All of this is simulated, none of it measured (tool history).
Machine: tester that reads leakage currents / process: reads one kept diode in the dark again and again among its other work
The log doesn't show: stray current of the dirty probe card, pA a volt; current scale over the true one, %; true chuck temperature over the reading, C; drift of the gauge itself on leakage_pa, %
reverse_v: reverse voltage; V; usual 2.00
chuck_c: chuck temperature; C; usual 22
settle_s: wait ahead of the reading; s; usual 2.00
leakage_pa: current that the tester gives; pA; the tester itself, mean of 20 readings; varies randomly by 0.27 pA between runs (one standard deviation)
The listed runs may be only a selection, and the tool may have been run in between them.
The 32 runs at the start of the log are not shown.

run,hour,reverse_v,chuck_c,settle_s,hours of work since the probe card was cleaned,hours of work since the tester was calibrated,hours of work since the chuck was calibrated,leakage_pa
33,1879.3,3.04,20,1.32,3038,2805,1090,94.26
34,1912.3,3.04,20,1.32,3062,2828,1114,94.06
35,1949.3,3.04,20,1.32,3089,2855,1141,94.19
36,2017.2,11.73,21,0.60,3137,2904,1189,176.42
# hour 2084.2: probe card cleaned and baked
37,2086.8,2.00,24,3.48,2,2952,1237,111.30
38,2162.2,2.00,22,2.36,56,3006,1291,93.90
39,2216.4,2.00,41,1.68,95,3045,1330,442.74
40,2270.9,2.00,41,1.68,134,3084,1370,442.15

What if the next run were any one of these 4? Each begins from the tool's condition after run 40:
A,2334.8,3.89,25,7.69,180,3130,1415,?
B,2334.8,17.25,32,3.63,180,3130,1415,?
C,2334.8,14.84,38,0.92,180,3130,1415,?
D,2334.8,2.00,41,0.68,180,3130,1415,?

run,leakage_pa
A,151.12
B,443.88
C,681.16
D,445.04
Had the tool no hidden state, the same runs would have come out as:
run,leakage_pa
A,139.35
B,410.55
C,633.44
D,415.05

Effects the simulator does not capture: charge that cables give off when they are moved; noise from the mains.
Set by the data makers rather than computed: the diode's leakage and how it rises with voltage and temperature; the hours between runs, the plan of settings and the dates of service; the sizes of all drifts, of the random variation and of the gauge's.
